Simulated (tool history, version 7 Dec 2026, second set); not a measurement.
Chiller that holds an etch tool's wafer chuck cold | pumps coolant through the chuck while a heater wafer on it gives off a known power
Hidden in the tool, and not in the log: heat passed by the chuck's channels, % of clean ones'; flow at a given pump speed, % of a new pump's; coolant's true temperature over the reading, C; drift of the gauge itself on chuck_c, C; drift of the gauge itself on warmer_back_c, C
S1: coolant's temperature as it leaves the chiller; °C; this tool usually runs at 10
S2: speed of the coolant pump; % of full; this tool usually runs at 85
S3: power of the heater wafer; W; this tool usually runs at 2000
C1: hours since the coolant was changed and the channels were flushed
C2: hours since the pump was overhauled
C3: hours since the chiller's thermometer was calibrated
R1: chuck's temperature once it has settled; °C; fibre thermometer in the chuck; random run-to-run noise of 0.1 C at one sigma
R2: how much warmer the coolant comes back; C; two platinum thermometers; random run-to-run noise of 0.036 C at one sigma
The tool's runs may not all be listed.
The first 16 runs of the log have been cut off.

{"run": 17, "day": 19.321, "S1": 11, "S2": 97, "S3": 1131, "C1": 598, "C2": 1148, "C3": 2221, "R1": 23.7, "R2": 3.44}
{"run": 18, "day": 21.108, "S1": 10, "S2": 67, "S3": 1859, "C1": 640, "C2": 1191, "C3": 2264, "R1": 35, "R2": 8.05}
{"run": 19, "day": 22.662, "S1": 10, "S2": 97, "S3": 2656, "C1": 678, "C2": 1229, "C3": 2301, "R1": 39.9, "R2": 7.96}
{"run": 20, "day": 24.542, "S1": 10, "S2": 78, "S3": 1659, "C1": 723, "C2": 1274, "C3": 2347, "R1": 30.7, "R2": 6.15}
{"run": 21, "day": 26.1, "S1": 13, "S2": 78, "S3": 1113, "C1": 760, "C2": 1311, "C3": 2384, "R1": 26.9, "R2": 4.16}
{"day": 26.712, "done": "chiller's thermometer calibrated"}
{"run": 22, "day": 27.679, "S1": 13, "S2": 78, "S3": 1113, "C1": 797, "C2": 1348, "C3": 23, "R1": 26.9, "R2": 4.12}
{"run": 23, "day": 29.117, "S1": 1, "S2": 61, "S3": 1434, "C1": 832, "C2": 1383, "C3": 58, "R1": 21.3, "R2": 6.8}
{"run": 24, "day": 30.175, "S1": 11, "S2": 61, "S3": 1133, "C1": 857, "C2": 1408, "C3": 83, "R1": 27, "R2": 5.4}
{"run": 25, "day": 31.412, "S1": 11, "S2": 66, "S3": 1680, "C1": 887, "C2": 1438, "C3": 113, "R1": 33.9, "R2": 7.34}
{"run": 26, "day": 32.8, "S1": 11, "S2": 66, "S3": 1680, "C1": 920, "C2": 1471, "C3": 146, "R1": 33.8, "R2": 7.31}
{"run": 27, "day": 33.904, "S1": 10, "S2": 85, "S3": 1406, "C1": 947, "C2": 1497, "C3": 173, "R1": 26.8, "R2": 4.82}
{"run": 28, "day": 35.4, "S1": 15, "S2": 85, "S3": 2008, "C1": 982, "C2": 1533, "C3": 209, "R1": 39.1, "R2": 6.87}

What does the tool deliver on the next run?
{"run": 29, "day": 36.638, "S1": 8, "S2": 72, "S3": 2000, "C1": 1012, "C2": 1563, "C3": 238, "R1": "?", "R2": "?"}

Run 29 gave R1 34.1 °C, R2 7.93 C.
With the hidden condition absent and the run-to-run variation left alone, this run would have shown R1 34.1 °C, R2 7.93 C.
